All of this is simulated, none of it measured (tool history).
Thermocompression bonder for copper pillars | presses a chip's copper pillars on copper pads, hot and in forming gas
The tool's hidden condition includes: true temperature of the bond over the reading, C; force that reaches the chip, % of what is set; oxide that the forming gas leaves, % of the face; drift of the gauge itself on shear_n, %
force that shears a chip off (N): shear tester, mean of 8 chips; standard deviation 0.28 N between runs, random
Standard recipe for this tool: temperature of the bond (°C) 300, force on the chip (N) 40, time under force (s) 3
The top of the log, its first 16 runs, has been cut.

| run | hour | temperature of the bond (°C) | force on the chip (N) | time under force (s) | hours of work since the heater was calibrated | hours of work since the force cell was calibrated | hours of work since the gas filter was changed | force that shears a chip off (N) |
|---|---|---|---|---|---|---|---|---|
| 17 | 298.9 | 300 | 40 | 3 | 369 | 655 | 259 | 55.0 |
| 18 | 312.8 | 300 | 40 | 3 | 376 | 662 | 267 | 54.5 |
|  | 317.0 | forming gas filter changed |
| 19 | 332.6 | 300 | 40 | 3 | 386 | 672 | 8 | 58.9 |
| 20 | 355.7 | 300 | 40 | 3 | 398 | 684 | 20 | 58.6 |
| 21 | 379.0 | 300 | 40 | 9 | 410 | 696 | 32 | 77.0 |
| 22 | 399.1 | 279 | 40 | 3 | 420 | 707 | 43 | 50.2 |
| 23 | 414.3 | 300 | 40 | 5 | 428 | 715 | 50 | 66.8 |
| 24 | 432.8 | 300 | 40 | 5 | 438 | 724 | 60 | 67.0 |
| 25 | 447.8 | 300 | 47 | 3 | 446 | 732 | 68 | 62.8 |
| 26 | 472.1 | 300 | 47 | 3 | 458 | 745 | 80 | 62.7 |
| 27 | 492.4 | 282 | 45 | 2 | 469 | 755 | 91 | 47.1 |
| 28 | 507.8 | 302 | 40 | 4 | 477 | 763 | 99 | 62.4 |
| 29 | 531.6 | 277 | 36 | 2 | 489 | 775 | 111 | 38.5 |
| 30 | 553.3 | 277 | 36 | 2 | 500 | 787 | 123 | 38.2 |
| 31 | 567.6 | 282 | 55 | 2 | 508 | 794 | 130 | 52.9 |
| 32 | 592.9 | 328 | 28 | 4 | 521 | 807 | 143 | 59.6 |
| 33 | 610.7 | 328 | 28 | 7 | 530 | 816 | 152 | 68.4 |
| 34 | 635.4 | 328 | 35 | 7 | 543 | 829 | 165 | 74.5 |
| 35 | 649.0 | 297 | 40 | 3 | 550 | 836 | 172 | 55.2 |
| 36 | 660.4 | 280 | 29 | 4 | 556 | 842 | 178 | 42.7 |
| 37 | 673.1 | 300 | 42 | 4 | 562 | 849 | 185 | 61.5 |
| 38 | 698.9 | 301 | 32 | 6 | 576 | 862 | 198 | 60.2 |
| 39 | 711.1 | 303 | 40 | 3 | 582 | 869 | 204 | 56.7 |
| 40 | 724.7 | 312 | 51 | 2 | 589 | 876 | 211 | 60.7 |

Predict each of these 3 candidate next runs independently; none follows another, all start after run 40:
| A | 739.5 | 305 | 38 | 9 | 597 | 883 | 219 | ? |
| B | 739.5 | 297 | 50 | 5 | 597 | 883 | 219 | ? |
| C | 739.5 | 312 | 35 | 2 | 597 | 883 | 219 | ? |

| run | force that shears a chip off (N) |
|---|---|
| A | 72.6 |
| B | 68.9 |
| C | 48.8 |
With no hidden state in the tool, these same runs would have given:
| run | force that shears a chip off (N) |
|---|---|
| A | 79.2 |
| B | 75.3 |
| C | 53.8 |
